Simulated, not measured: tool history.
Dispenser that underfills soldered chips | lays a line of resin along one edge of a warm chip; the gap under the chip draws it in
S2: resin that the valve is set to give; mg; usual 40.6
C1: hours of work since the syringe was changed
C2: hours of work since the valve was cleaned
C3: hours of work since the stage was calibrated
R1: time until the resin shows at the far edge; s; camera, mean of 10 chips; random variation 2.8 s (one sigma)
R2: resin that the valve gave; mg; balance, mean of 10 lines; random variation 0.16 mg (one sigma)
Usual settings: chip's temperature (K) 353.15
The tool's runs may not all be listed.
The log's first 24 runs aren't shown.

run 25 day=4.296 | chip's_temperature_(K)=365.15 S2=43.7 | C1=7 C2=16 C3=147 | R1=339.1 R2=42.93
run 26 day=4.408 | chip's_temperature_(K)=341.15 S2=40.6 | C1=9 C2=18 C3=148 | R1=834.6 R2=40.15
-- day=4.562 new syringe of resin
run 27 day=4.642 | chip's_temperature_(K)=341.15 S2=40.6 | C1=1 C2=21 C3=152 | R1=454.6 R2=39.91
run 28 day=4.850 | chip's_temperature_(K)=366.15 S2=41.4 | C1=4 C2=24 C3=155 | R1=264.8 R2=40.63
run 29 day=5.029 | chip's_temperature_(K)=358.15 S2=37.8 | C1=7 C2=27 C3=157 | R1=427.0 R2=37.27
run 30 day=5.204 | chip's_temperature_(K)=358.15 S2=37.8 | C1=9 C2=29 C3=160 | R1=504.5 R2=37.18
-- day=5.321 new syringe of resin
run 31 day=5.325 | chip's_temperature_(K)=358.15 S2=37.8 | C1=0 C2=31 C3=162 | R1=246.0 R2=37.01
run 32 day=5.512 | chip's_temperature_(K)=358.15 S2=37.8 | C1=3 C2=34 C3=164 | R1=301.3 R2=37.07
run 33 day=5.612 | chip's_temperature_(K)=366.15 S2=36.3 | C1=4 C2=35 C3=166 | R1=269.8 R2=35.55
run 34 day=5.754 | chip's_temperature_(K)=366.15 S2=36.3 | C1=6 C2=37 C3=168 | R1=323.9 R2=35.55

Forecast each of these 3 alternatives for the next run:
run A day=5.988 | chip's_temperature_(K)=357.15 S2=42.2 | C1=10 C2=41 C3=171 | R1=? R2=?
run B day=5.988 | chip's_temperature_(K)=362.15 S2=50.8 | C1=10 C2=41 C3=171 | R1=? R2=?
run C day=5.988 | chip's_temperature_(K)=341.15 S2=38.2 | C1=10 C2=41 C3=171 | R1=? R2=?

run=A R1=515.9 R2=41.46
run=B R1=442.1 R2=49.42
run=C R1=893.0 R2=37.34
Without the tool's hidden state the same runs would have given:
run=A R1=239.0 R2=42.46
run=B R1=205.3 R2=50.61
run=C R1=412.4 R2=38.24
